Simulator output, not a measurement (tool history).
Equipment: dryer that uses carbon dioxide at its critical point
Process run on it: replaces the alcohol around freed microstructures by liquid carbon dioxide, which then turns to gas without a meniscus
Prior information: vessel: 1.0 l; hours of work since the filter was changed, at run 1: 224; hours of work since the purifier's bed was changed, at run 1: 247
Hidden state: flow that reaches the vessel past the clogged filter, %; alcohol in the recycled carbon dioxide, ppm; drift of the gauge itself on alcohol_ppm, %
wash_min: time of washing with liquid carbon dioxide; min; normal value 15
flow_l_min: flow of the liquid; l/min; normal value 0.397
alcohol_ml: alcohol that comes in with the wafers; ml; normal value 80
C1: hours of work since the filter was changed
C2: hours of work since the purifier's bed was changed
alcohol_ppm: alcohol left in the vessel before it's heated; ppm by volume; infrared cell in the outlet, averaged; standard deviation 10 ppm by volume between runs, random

{"run": 1, "day": 0.0, "wash_min": 15, "flow_l_min": 0.397, "alcohol_ml": 80, "C1": 224, "C2": 247, "alcohol_ppm": 876}
{"run": 2, "day": 0.733, "wash_min": 15, "flow_l_min": 0.397, "alcohol_ml": 80, "C1": 232, "C2": 255, "alcohol_ppm": 888}
{"run": 3, "day": 1.246, "wash_min": 20, "flow_l_min": 0.397, "alcohol_ml": 80, "C1": 237, "C2": 261, "alcohol_ppm": 227}
{"run": 4, "day": 1.854, "wash_min": 15, "flow_l_min": 0.397, "alcohol_ml": 80, "C1": 244, "C2": 267, "alcohol_ppm": 880}
{"run": 5, "day": 2.258, "wash_min": 15, "flow_l_min": 0.397, "alcohol_ml": 80, "C1": 248, "C2": 272, "alcohol_ppm": 873}
{"run": 6, "day": 3.012, "wash_min": 15, "flow_l_min": 0.397, "alcohol_ml": 80, "C1": 257, "C2": 280, "alcohol_ppm": 915}
{"run": 7, "day": 3.767, "wash_min": 15, "flow_l_min": 0.397, "alcohol_ml": 80, "C1": 265, "C2": 288, "alcohol_ppm": 930}
{"run": 8, "day": 4.15, "wash_min": 15, "flow_l_min": 0.474, "alcohol_ml": 80, "C1": 269, "C2": 292, "alcohol_ppm": 418}
{"day": 4.542, "done": "inlet filter changed"}
{"run": 9, "day": 4.583, "wash_min": 15, "flow_l_min": 0.397, "alcohol_ml": 80, "C1": 0, "C2": 297, "alcohol_ppm": 656}
{"run": 10, "day": 5.196, "wash_min": 15, "flow_l_min": 0.397, "alcohol_ml": 80, "C1": 7, "C2": 303, "alcohol_ppm": 676}
{"run": 11, "day": 5.588, "wash_min": 15, "flow_l_min": 0.397, "alcohol_ml": 80, "C1": 11, "C2": 308, "alcohol_ppm": 675}
{"run": 12, "day": 5.975, "wash_min": 15, "flow_l_min": 0.397, "alcohol_ml": 80, "C1": 16, "C2": 312, "alcohol_ppm": 668}
{"run": 13, "day": 6.288, "wash_min": 15, "flow_l_min": 0.397, "alcohol_ml": 80, "C1": 19, "C2": 315, "alcohol_ppm": 677}
{"run": 14, "day": 6.608, "wash_min": 15, "flow_l_min": 0.397, "alcohol_ml": 42, "C1": 23, "C2": 319, "alcohol_ppm": 391}
{"run": 15, "day": 7.054, "wash_min": 15, "flow_l_min": 0.397, "alcohol_ml": 42, "C1": 28, "C2": 324, "alcohol_ppm": 393}
{"run": 16, "day": 7.525, "wash_min": 15, "flow_l_min": 0.397, "alcohol_ml": 42, "C1": 33, "C2": 329, "alcohol_ppm": 410}
{"run": 17, "day": 8.067, "wash_min": 15, "flow_l_min": 0.397, "alcohol_ml": 80, "C1": 39, "C2": 335, "alcohol_ppm": 712}
{"run": 18, "day": 8.608, "wash_min": 15, "flow_l_min": 0.397, "alcohol_ml": 80, "C1": 45, "C2": 341, "alcohol_ppm": 711}
{"run": 19, "day": 9.358, "wash_min": 15, "flow_l_min": 0.397, "alcohol_ml": 80, "C1": 53, "C2": 349, "alcohol_ppm": 733}
{"run": 20, "day": 9.708, "wash_min": 10, "flow_l_min": 0.397, "alcohol_ml": 78, "C1": 57, "C2": 353, "alcohol_ppm": 3275}
{"run": 21, "day": 10.254, "wash_min": 17, "flow_l_min": 0.601, "alcohol_ml": 47, "C1": 63, "C2": 359, "alcohol_ppm": 68}
{"run": 22, "day": 10.925, "wash_min": 15, "flow_l_min": 0.463, "alcohol_ml": 20, "C1": 70, "C2": 366, "alcohol_ppm": 133}
{"run": 23, "day": 11.6, "wash_min": 15, "flow_l_min": 0.463, "alcohol_ml": 20, "C1": 77, "C2": 373, "alcohol_ppm": 132}
{"run": 24, "day": 12.25, "wash_min": 12, "flow_l_min": 0.397, "alcohol_ml": 28, "C1": 84, "C2": 381, "alcohol_ppm": 679}
{"run": 25, "day": 12.704, "wash_min": 19, "flow_l_min": 0.337, "alcohol_ml": 87, "C1": 89, "C2": 386, "alcohol_ppm": 617}
{"run": 26, "day": 13.171, "wash_min": 19, "flow_l_min": 0.337, "alcohol_ml": 87, "C1": 94, "C2": 391, "alcohol_ppm": 627}
{"run": 27, "day": 13.533, "wash_min": 10, "flow_l_min": 0.314, "alcohol_ml": 41, "C1": 98, "C2": 395, "alcohol_ppm": 3594}
{"run": 28, "day": 14.133, "wash_min": 21, "flow_l_min": 0.278, "alcohol_ml": 49, "C1": 105, "C2": 401, "alcohol_ppm": 573}
{"run": 29, "day": 14.633, "wash_min": 11, "flow_l_min": 0.397, "alcohol_ml": 61, "C1": 110, "C2": 407, "alcohol_ppm": 1991}
{"run": 30, "day": 15.246, "wash_min": 11, "flow_l_min": 0.397, "alcohol_ml": 27, "C1": 117, "C2": 413, "alcohol_ppm": 920}
{"run": 31, "day": 16.008, "wash_min": 11, "flow_l_min": 0.397, "alcohol_ml": 24, "C1": 125, "C2": 422, "alcohol_ppm": 837}
{"run": 32, "day": 16.346, "wash_min": 11, "flow_l_min": 0.62, "alcohol_ml": 23, "C1": 129, "C2": 425, "alcohol_ppm": 165}
{"run": 33, "day": 16.825, "wash_min": 17, "flow_l_min": 0.608, "alcohol_ml": 23, "C1": 134, "C2": 431, "alcohol_ppm": 79}

Alternative continuations, all from the tool just after run 33; predict every row:
{"run": "A", "day": 17.217, "wash_min": 15, "flow_l_min": 0.397, "alcohol_ml": 25, "C1": 139, "C2": 435, "alcohol_ppm": "?"}
{"run": "B", "day": 17.217, "wash_min": 12, "flow_l_min": 0.262, "alcohol_ml": 26, "C1": 139, "C2": 435, "alcohol_ppm": "?"}
{"run": "C", "day": 17.217, "wash_min": 13, "flow_l_min": 0.617, "alcohol_ml": 33, "C1": 139, "C2": 435, "alcohol_ppm": "?"}
{"run": "D", "day": 17.217, "wash_min": 22, "flow_l_min": 0.333, "alcohol_ml": 53, "C1": 139, "C2": 435, "alcohol_ppm": "?"}

run=A alcohol_ppm=309
run=B alcohol_ppm=2332
run=C alcohol_ppm=124
run=D alcohol_ppm=260
Without the tool's unlogged condition, the same runs would have read:
run=A alcohol_ppm=197
run=B alcohol_ppm=2013
run=C alcohol_ppm=47
run=D alcohol_ppm=154

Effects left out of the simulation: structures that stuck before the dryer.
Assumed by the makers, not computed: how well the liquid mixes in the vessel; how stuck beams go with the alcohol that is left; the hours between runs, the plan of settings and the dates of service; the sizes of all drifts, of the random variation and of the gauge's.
